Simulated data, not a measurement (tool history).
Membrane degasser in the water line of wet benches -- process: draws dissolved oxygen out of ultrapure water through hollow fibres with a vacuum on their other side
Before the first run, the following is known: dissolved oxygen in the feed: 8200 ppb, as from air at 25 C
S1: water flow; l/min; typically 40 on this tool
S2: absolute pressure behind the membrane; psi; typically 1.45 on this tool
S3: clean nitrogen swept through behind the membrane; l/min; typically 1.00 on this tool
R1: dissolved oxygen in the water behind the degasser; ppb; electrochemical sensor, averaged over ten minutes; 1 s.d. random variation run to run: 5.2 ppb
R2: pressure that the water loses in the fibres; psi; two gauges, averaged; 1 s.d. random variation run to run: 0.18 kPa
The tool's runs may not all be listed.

Run 1, hour 0.0: usual settings. Result: R1 540.0 ppb, R2 4.630 psi.
Run 2, hour 56.7: usual settings but S3 0.60 l/min. Result: R1 767.7 ppb, R2 4.641 psi.
Run 3, hour 114.1: usual settings but S3 0.60 l/min. Result: R1 779.4 ppb, R2 4.677 psi.
Run 4, hour 154.3: usual settings but S3 0.60 l/min. Result: R1 775.3 ppb, R2 4.685 psi.
Run 5, hour 217.7: usual settings. Result: R1 534.3 ppb, R2 4.706 psi.
Run 6, hour 252.2: usual settings. Result: R1 539.6 ppb, R2 4.734 psi.
Run 7, hour 325.2: usual settings. Result: R1 551.2 ppb, R2 4.699 psi.
Run 8, hour 394.1: usual settings but S3 0.82 l/min. Result: R1 614.6 ppb, R2 4.746 psi.
Run 9, hour 429.7: usual settings but S3 0.82 l/min. Result: R1 632.6 ppb, R2 4.715 psi.
Run 10, hour 496.1: usual settings but S3 0.82 l/min. Result: R1 621.9 ppb, R2 4.737 psi.
Run 11, hour 570.2: usual settings but S3 0.82 l/min. Result: R1 620.7 ppb, R2 4.706 psi.
Run 12, hour 628.1: usual settings but S3 0.82 l/min. Result: R1 619.3 ppb, R2 4.730 psi.
Run 13, hour 698.7: usual settings but S3 0.82 l/min. Result: R1 624.9 ppb, R2 4.747 psi.
Run 14, hour 775.2: usual settings but S3 1.70 l/min. Result: R1 364.6 ppb, R2 4.738 psi.
Run 15, hour 809.9: usual settings but S1 26 l/min, S3 1.70 l/min. Result: R1 239.7 ppb, R2 3.102 psi.
Run 16, hour 873.8: usual settings but S3 2.86 l/min. Result: R1 240.2 ppb, R2 4.731 psi.
Run 17, hour 946.5: usual settings but S1 25 l/min, S2 1.48 psi, S3 0.40 l/min. Result: R1 760.7 ppb, R2 2.956 psi.
Run 18, hour 998.8: usual settings but S1 32 l/min, S3 2.89 l/min. Result: R1 185.4 ppb, R2 3.829 psi.
Run 19, hour 1039.3: usual settings but S2 3.35 psi. Result: R1 1398.1 ppb, R2 4.731 psi.
Run 20, hour 1074.9: usual settings but S2 3.35 psi. Result: R1 1393.4 ppb, R2 4.734 psi.
Run 21, hour 1145.7: usual settings but S1 49 l/min, S2 1.06 psi. Result: R1 403.7 ppb, R2 5.881 psi.
Run 22, hour 1206.4: usual settings but S1 50 l/min, S2 1.83 psi. Result: R1 867.3 ppb, R2 5.949 psi.
Run 23, hour 1261.8: usual settings but S1 35 l/min, S2 2.15 psi, S3 1.67 l/min. Result: R1 528.0 ppb, R2 4.209 psi.
Run 24, hour 1328.9: usual settings but S1 47 l/min, S2 3.03 psi, S3 0.49 l/min. Result: R1 2179.9 ppb, R2 5.620 psi.
Run 25, hour 1398.6: usual settings but S2 1.74 psi. Result: R1 683.4 ppb, R2 4.791 psi.
Run 26, hour 1460.8: usual settings but S2 1.74 psi. Result: R1 687.3 ppb, R2 4.799 psi.
Run 27, hour 1508.0: usual settings but S1 39 l/min. Result: R1 534.6 ppb, R2 4.685 psi.
Run 28, hour 1563.5: usual settings but S1 62 l/min. Result: R1 754.5 ppb, R2 7.419 psi.
Run 29, hour 1624.2: usual settings but S1 59 l/min, S2 2.39 psi. Result: R1 1312.7 ppb, R2 7.029 psi.
Run 30, hour 1681.6: usual settings but S3 1.44 l/min. Result: R1 403.5 ppb, R2 4.766 psi.
Run 31, hour 1736.9: usual settings but S1 36 l/min, S3 2.62 l/min. Result: R1 228.9 ppb, R2 4.321 psi.
Run 32, hour 1802.7: usual settings but S1 36 l/min, S3 2.62 l/min. Result: R1 227.5 ppb, R2 4.342 psi.

For some of the steps in R2 from one run to the next: how much would appear even if the tool had no hidden state, given the settings, what came in and random variation, and how much remains for the hidden state plus any gauge scatter that the measured result and the result without hidden state don't share?
Hidden conditions of the tool in this case: membrane still open, %; true pressure behind the membrane over the reading, kPa; air that leaks in behind the membrane, l/min; drift of the gauge itself on oxygen_ppb, %; drift of the gauge itself on loss_of_pressure_kpa, %.
Run 16 -> 17: S1 40 -> 25, S2 1.45 -> 1.48, S3 2.86 -> 0.40. R2 -1.775 psi: hidden state -0.020, all else -1.755.
Run 23 -> 24: S1 35 -> 47, S2 2.15 -> 3.03, S3 1.67 -> 0.49. R2 +1.411 psi: hidden state +0.033, all else +1.378.
Run 27 -> 28: S1 39 -> 62. R2 +2.734 psi: hidden state +0.070, all else +2.664.
Run 29 -> 30: S1 59 -> 40, S2 2.39 -> 1.45, S3 1.00 -> 1.44. R2 -2.263 psi: hidden state -0.051, all else -2.212.
